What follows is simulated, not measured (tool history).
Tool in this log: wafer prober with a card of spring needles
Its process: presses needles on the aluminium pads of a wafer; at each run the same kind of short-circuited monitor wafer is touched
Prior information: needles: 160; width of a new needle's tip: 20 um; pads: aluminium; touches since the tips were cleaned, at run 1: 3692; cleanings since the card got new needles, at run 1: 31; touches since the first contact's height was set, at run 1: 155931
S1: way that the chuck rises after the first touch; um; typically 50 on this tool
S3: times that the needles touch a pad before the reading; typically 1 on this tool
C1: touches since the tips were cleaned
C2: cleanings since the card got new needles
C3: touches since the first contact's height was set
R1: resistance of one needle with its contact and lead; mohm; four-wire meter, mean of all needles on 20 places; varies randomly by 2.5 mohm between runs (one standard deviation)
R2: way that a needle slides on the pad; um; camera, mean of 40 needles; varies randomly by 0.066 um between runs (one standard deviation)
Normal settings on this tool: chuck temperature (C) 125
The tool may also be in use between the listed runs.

{"run": 1, "hour": 0.0, "S1": 50, "chuck temperature (C)": 125, "S3": 1, "C1": 3692, "C2": 31, "C3": 155931, "R1": 420, "R2": 11.47}
{"hour": 1.5, "done": "tips cleaned on abrasive film"}
{"run": 2, "hour": 8.7, "S1": 50, "chuck temperature (C)": 125, "S3": 2, "C1": 3076, "C2": 32, "C3": 159604, "R1": 362, "R2": 11.33}
{"hour": 12.0, "done": "tips cleaned on abrasive film"}
{"hour": 22.7, "done": "tips cleaned on abrasive film"}
{"run": 3, "hour": 25.8, "S1": 50, "chuck temperature (C)": 125, "S3": 2, "C1": 1298, "C2": 34, "C3": 166834, "R1": 333, "R2": 11.41}
{"hour": 33.3, "done": "tips cleaned on abrasive film"}
{"hour": 43.9, "done": "tips cleaned on abrasive film"}
{"run": 4, "hour": 43.9, "S1": 50, "chuck temperature (C)": 125, "S3": 2, "C1": 0, "C2": 36, "C3": 174520, "R1": 297, "R2": 11.38}
{"hour": 54.3, "done": "tips cleaned on abrasive film"}
{"run": 5, "hour": 59.5, "S1": 50, "chuck temperature (C)": 125, "S3": 1, "C1": 2195, "C2": 37, "C3": 181138, "R1": 395, "R2": 11.33}
{"hour": 64.3, "done": "tips cleaned on abrasive film"}
{"hour": 74.4, "done": "tips cleaned on abrasive film"}
{"run": 6, "hour": 74.4, "S1": 64, "chuck temperature (C)": 125, "S3": 1, "C1": 0, "C2": 39, "C3": 187463, "R1": 288, "R2": 14.62}
{"hour": 85.2, "done": "tips cleaned on abrasive film"}
{"run": 7, "hour": 85.4, "S1": 50, "chuck temperature (C)": 125, "S3": 1, "C1": 73, "C2": 40, "C3": 192094, "R1": 307, "R2": 11.4}
{"hour": 96.7, "done": "tips cleaned on abrasive film"}
{"run": 8, "hour": 100.2, "S1": 50, "chuck temperature (C)": 125, "S3": 1, "C1": 1537, "C2": 41, "C3": 198424, "R1": 373, "R2": 11.32}
{"hour": 107.7, "done": "tips cleaned on abrasive film"}
{"run": 9, "hour": 113.1, "S1": 50, "chuck temperature (C)": 125, "S3": 1, "C1": 2335, "C2": 42, "C3": 203906, "R1": 394, "R2": 11.41}
{"hour": 119.2, "done": "tips cleaned on abrasive film"}
{"run": 10, "hour": 122.9, "S1": 50, "chuck temperature (C)": 125, "S3": 1, "C1": 1621, "C2": 43, "C3": 208059, "R1": 379, "R2": 11.36}
{"hour": 129.6, "done": "tips cleaned on abrasive film"}
{"run": 11, "hour": 134.3, "S1": 50, "chuck temperature (C)": 125, "S3": 1, "C1": 1992, "C2": 44, "C3": 212865, "R1": 392, "R2": 11.17}
{"hour": 140.3, "done": "tips cleaned on abrasive film"}
{"hour": 150.9, "done": "tips cleaned on abrasive film"}
{"run": 12, "hour": 151.1, "S1": 50, "chuck temperature (C)": 125, "S3": 1, "C1": 88, "C2": 46, "C3": 219987, "R1": 306, "R2": 11.26}
{"hour": 162.1, "done": "tips cleaned on abrasive film"}
{"run": 13, "hour": 167.8, "S1": 32, "chuck temperature (C)": 88, "S3": 1, "C1": 2455, "C2": 47, "C3": 227096, "R1": 595, "R2": 7.04}
{"hour": 172.1, "done": "tips cleaned on abrasive film"}
{"hour": 183.6, "done": "tips cleaned on abrasive film"}
{"run": 14, "hour": 185.5, "S1": 57, "chuck temperature (C)": 79, "S3": 1, "C1": 825, "C2": 49, "C3": 234593, "R1": 309, "R2": 12.85}
{"hour": 194.9, "done": "tips cleaned on abrasive film"}
{"run": 15, "hour": 201.0, "S1": 50, "chuck temperature (C)": 117, "S3": 2, "C1": 2581, "C2": 50, "C3": 241159, "R1": 363, "R2": 11.04}
{"hour": 205.7, "done": "tips cleaned on abrasive film"}
{"hour": 214.1, "done": "height of the first contact set anew"}
{"run": 16, "hour": 215.6, "S1": 50, "chuck temperature (C)": 51, "S3": 1, "C1": 4088, "C2": 51, "C3": 621, "R1": 422, "R2": 11.8}
{"hour": 217.2, "done": "tips cleaned on abrasive film"}
{"run": 17, "hour": 226.7, "S1": 50, "chuck temperature (C)": 51, "S3": 1, "C1": 4060, "C2": 52, "C3": 5317, "R1": 421, "R2": 11.92}
{"hour": 227.6, "done": "tips cleaned on abrasive film"}
{"hour": 237.7, "done": "tips cleaned on abrasive film"}
{"run": 18, "hour": 237.7, "S1": 41, "chuck temperature (C)": 32, "S3": 2, "C1": 0, "C2": 54, "C3": 9962, "R1": 280, "R2": 9.69}
{"hour": 248.4, "done": "tips cleaned on abrasive film"}
{"run": 19, "hour": 248.4, "S1": 41, "chuck temperature (C)": 32, "S3": 2, "C1": 0, "C2": 55, "C3": 14493, "R1": 278, "R2": 9.59}
{"hour": 259.2, "done": "tips cleaned on abrasive film"}
{"run": 20, "hour": 260.6, "S1": 41, "chuck temperature (C)": 32, "S3": 2, "C1": 582, "C2": 56, "C3": 19670, "R1": 313, "R2": 9.69}
{"hour": 269.5, "done": "tips cleaned on abrasive film"}
{"run": 21, "hour": 277.4, "S1": 50, "chuck temperature (C)": 119, "S3": 2, "C1": 3402, "C2": 57, "C3": 26844, "R1": 363, "R2": 11.71}
{"hour": 280.1, "done": "tips cleaned on abrasive film"}
{"run": 22, "hour": 285.3, "S1": 50, "chuck temperature (C)": 78, "S3": 2, "C1": 2241, "C2": 58, "C3": 30192, "R1": 340, "R2": 11.7}
{"hour": 290.9, "done": "tips cleaned on abrasive film"}
{"run": 23, "hour": 295.7, "S1": 56, "chuck temperature (C)": 72, "S3": 2, "C1": 2082, "C2": 59, "C3": 34601, "R1": 318, "R2": 13.2}

Selected run-to-run steps in R1, each split into two signed amounts: the part the tool would show with no hidden state at all (from settings, incoming material and random variation), and the remainder, which goes to the hidden state together with any gauge scatter not common to the measured and the hidden-state-free results:
Hidden state at play: debris on the tips, nm; way that the needles fall short of the set height, um; tips' diameter, um; drift of the gauge itself on contact_mohm, %; drift of the gauge itself on scrub_um, %.
Run 12 -> 13: S1 50 -> 32, chuck temperature (C) 125 -> 88, tips cleaned on abrasive film. R1 +289 mohm: hidden state +291, all else -2.
Run 13 -> 14: S1 32 -> 57, chuck temperature (C) 88 -> 79, tips cleaned on abrasive film, tips cleaned on abrasive film. R1 -286 mohm: hidden state -267, all else -19.
